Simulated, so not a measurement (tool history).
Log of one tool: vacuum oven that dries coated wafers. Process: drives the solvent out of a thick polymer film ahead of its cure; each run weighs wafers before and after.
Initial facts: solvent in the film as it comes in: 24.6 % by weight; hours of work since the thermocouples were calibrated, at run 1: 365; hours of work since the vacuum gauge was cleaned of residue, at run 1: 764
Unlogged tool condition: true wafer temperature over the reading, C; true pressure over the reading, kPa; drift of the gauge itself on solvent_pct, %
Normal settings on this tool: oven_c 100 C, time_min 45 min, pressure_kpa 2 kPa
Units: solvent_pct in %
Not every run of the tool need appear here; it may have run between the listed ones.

run	day	oven_c	time_min	pressure_kpa	hours of work since the thermocouples were calibrated	hours of work since the vacuum gauge was cleaned of residue	solvent_pct
1	0	100	45	2	365	764	3.63
2	1.8	100	45	2.65	392	792	4.01
3	3.929	100	45	2.65	425	824	4.06
4	5.275	100	45	2.65	445	845	3.99
5	6.783	100	45	2	468	868	3.63
6	9.329	100	45	2	507	907	3.56
7	10.538	100	45	2	526	925	3.51
# day 10.788: oven's thermocouples calibrated
8	12.546	100	45	2.24	27	954	3.61
9	14.512	100	45	2.24	57	985	3.62
# day 16.579: oven's thermocouples calibrated, once more
10	16.875	100	60	5.92	5	1019	5.53
11	19.304	104	60	5.92	42	1056	4.49
12	20.775	94	50	2.01	64	1079	5.38
13	22.479	105	28	2	90	1105	4.47

Below are 5 alternative next runs, each starting from the tool's condition after run 13. Predict each:
A	24.029	104	28	2	114	1129	?
B	24.029	100	45	1.16	114	1129	?
C	24.029	104	45	2.85	114	1129	?
D	24.029	98	76	2	114	1129	?
E	24.029	91	45	2	114	1129	?

run	solvent_pct
A	4.89
B	3.22
C	3.27
D	2.5
E	7.26
With no hidden state in the tool, these same runs would have given:
run	solvent_pct
A	4.79
B	3.07
C	3.13
D	2.31
E	7.11

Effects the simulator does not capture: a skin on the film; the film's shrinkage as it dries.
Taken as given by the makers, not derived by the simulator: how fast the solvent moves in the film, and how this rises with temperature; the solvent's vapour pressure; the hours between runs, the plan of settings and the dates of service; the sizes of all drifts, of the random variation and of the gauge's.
